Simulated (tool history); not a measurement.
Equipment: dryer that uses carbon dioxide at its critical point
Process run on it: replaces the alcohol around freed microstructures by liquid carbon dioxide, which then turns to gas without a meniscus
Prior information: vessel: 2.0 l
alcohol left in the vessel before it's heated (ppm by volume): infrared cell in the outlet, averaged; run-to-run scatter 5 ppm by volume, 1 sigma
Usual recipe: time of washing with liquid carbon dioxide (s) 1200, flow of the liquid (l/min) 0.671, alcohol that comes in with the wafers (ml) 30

| run | hour | time of washing with liquid carbon dioxide (s) | flow of the liquid (l/min) | alcohol that comes in with the wafers (ml) | alcohol left in the vessel before it's heated (ppm by volume) |
|---|---|---|---|---|---|
| 1 | 0 | 1200 | 0.671 | 30 | 58 |
| 2 | 9.1 | 1200 | 0.671 | 30 | 71 |
| 3 | 18 | 1200 | 0.671 | 49 | 82 |
| 4 | 25 | 1200 | 0.953 | 30 | 29 |
| 5 | 29.5 | 1200 | 0.671 | 30 | 65 |
| 6 | 36.2 | 1200 | 0.671 | 30 | 67 |
| 7 | 43.7 | 1260 | 0.431 | 30 | 312 |

For run 8, what comes out?
| 8 | 54 | 960 | 0.791 | 117 | ? |

{"run 8": {"alcohol left in the vessel before it's heated (ppm by volume)": 205}}
With the hidden condition absent and the run-to-run variation left alone, this run would have shown alcohol left in the vessel before it's heated (ppm by volume) 136.

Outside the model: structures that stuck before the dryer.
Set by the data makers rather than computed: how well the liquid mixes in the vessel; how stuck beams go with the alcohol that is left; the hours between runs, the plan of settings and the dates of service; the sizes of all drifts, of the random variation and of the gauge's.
